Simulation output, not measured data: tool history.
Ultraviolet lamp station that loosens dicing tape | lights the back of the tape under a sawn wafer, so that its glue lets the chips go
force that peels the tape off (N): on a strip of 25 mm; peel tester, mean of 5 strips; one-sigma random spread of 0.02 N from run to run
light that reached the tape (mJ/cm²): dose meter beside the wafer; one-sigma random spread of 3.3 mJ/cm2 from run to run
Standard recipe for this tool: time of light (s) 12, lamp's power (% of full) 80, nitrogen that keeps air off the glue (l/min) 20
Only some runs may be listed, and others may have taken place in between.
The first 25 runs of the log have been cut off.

run   hour  time of light (s)  lamp's power (% of full)  nitrogen that keeps air off the glue (l/min)  force that peels the tape off (N)  light that reached the tape (mJ/cm²)
 26  379.7                 12                        80                                            37                              1.214                                   377
 27  392.5                  8                        92                                            35                              2.041                                   282
 28  413.0                  8                        92                                            35                              1.955                                   289
 29  425.4                  8                        92                                            35                              2.011                                   280
 30  434.5                 15                        92                                            18                              1.008                                   528
 31  451.4                 15                        92                                            18                              1.007                                   525
 32  461.2                 11                        87                                            21                              1.880                                   363
 33  470.1                 11                        87                                            21                              1.820                                   363
 34  478.6                  6                        81                                            11                              4.763                                   180

Forecast each of these 3 alternatives for the next run:
  A  493.3                 23                        67                                            19                                  ?                                     ?
  B  493.3                  8                        80                                            26                                  ?                                     ?
  C  493.3                  6                        97                                            11                                  ?                                     ?

run  force that peels the tape off (N)  light that reached the tape (mJ/cm²)
  A                              0.801                                   574
  B                              2.875                                   236
  C                              4.302                                   217
The same runs, with their run-to-run variation unchanged, on a tool lacking any hidden condition would have given:
run  force that peels the tape off (N)  light that reached the tape (mJ/cm²)
  A                              0.300                                   834
  B                              1.735                                   344
  C                              3.102                                   314

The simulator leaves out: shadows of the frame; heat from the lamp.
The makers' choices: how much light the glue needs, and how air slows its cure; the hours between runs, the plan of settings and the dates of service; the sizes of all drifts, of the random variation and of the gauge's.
